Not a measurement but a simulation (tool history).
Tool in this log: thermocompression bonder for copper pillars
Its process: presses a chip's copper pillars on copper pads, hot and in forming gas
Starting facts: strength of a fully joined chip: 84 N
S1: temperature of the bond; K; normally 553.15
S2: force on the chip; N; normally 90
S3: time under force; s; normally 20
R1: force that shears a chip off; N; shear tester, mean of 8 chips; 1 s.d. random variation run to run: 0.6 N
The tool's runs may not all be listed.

| run | hour | S1 | S2 | S3 | R1 |
|---|---|---|---|---|---|
| 1 | 0.0 | 553.15 | 90 | 20 | 48.2 |
| 2 | 35.4 | 553.15 | 107 | 20 | 55.8 |
|  | 43.7 | forming gas filter changed |
| 3 | 67.1 | 553.15 | 107 | 20 | 57.1 |
| 4 | 106.0 | 553.15 | 107 | 20 | 59.2 |
| 5 | 152.2 | 553.15 | 107 | 20 | 57.9 |
| 6 | 182.9 | 573.15 | 90 | 20 | 61.1 |
| 7 | 215.5 | 573.15 | 90 | 20 | 60.4 |
| 8 | 282.5 | 573.15 | 90 | 47 | 70.3 |
| 9 | 318.5 | 553.15 | 90 | 12 | 41.5 |
| 10 | 386.8 | 553.15 | 90 | 12 | 40.1 |
| 11 | 453.1 | 553.15 | 90 | 12 | 39.8 |
|  | 483.1 | force cell calibrated |
|  | 521.3 | heater calibrated with a thermocouple chip |
| 12 | 522.4 | 553.15 | 90 | 20 | 49.1 |
|  | 543.8 | forming gas filter changed |
| 13 | 570.8 | 538.15 | 115 | 16 | 50.5 |
| 14 | 615.1 | 538.15 | 115 | 16 | 49.2 |
| 15 | 653.1 | 538.15 | 115 | 16 | 49.5 |
| 16 | 716.9 | 538.15 | 115 | 16 | 48.3 |
| 17 | 769.0 | 538.15 | 115 | 16 | 49.3 |
| 18 | 811.3 | 538.15 | 115 | 16 | 48.8 |
| 19 | 863.7 | 561.15 | 115 | 25 | 66.9 |
| 20 | 918.6 | 540.15 | 90 | 11 | 34.3 |
| 21 | 982.7 | 540.15 | 90 | 11 | 32.6 |
| 22 | 1026.7 | 548.15 | 75 | 20 | 37.1 |
|  | 1035.7 | forming gas filter changed |
| 23 | 1084.1 | 545.15 | 128 | 20 | 60.6 |
| 24 | 1126.2 | 549.15 | 62 | 16 | 29.3 |

Forecast each of these 3 alternatives for the next run:
| A | 1190.3 | 549.15 | 68 | 10 | ? |
| B | 1190.3 | 561.15 | 101 | 28 | ? |
| C | 1190.3 | 578.15 | 90 | 32 | ? |

| run | R1 |
|---|---|
| A | 27.0 |
| B | 64.0 |
| C | 70.2 |
With the hidden condition removed and each run's random variation left untouched, the same runs would have given:
| run | R1 |
|---|---|
| A | 29.7 |
| B | 67.8 |
| C | 73.6 |

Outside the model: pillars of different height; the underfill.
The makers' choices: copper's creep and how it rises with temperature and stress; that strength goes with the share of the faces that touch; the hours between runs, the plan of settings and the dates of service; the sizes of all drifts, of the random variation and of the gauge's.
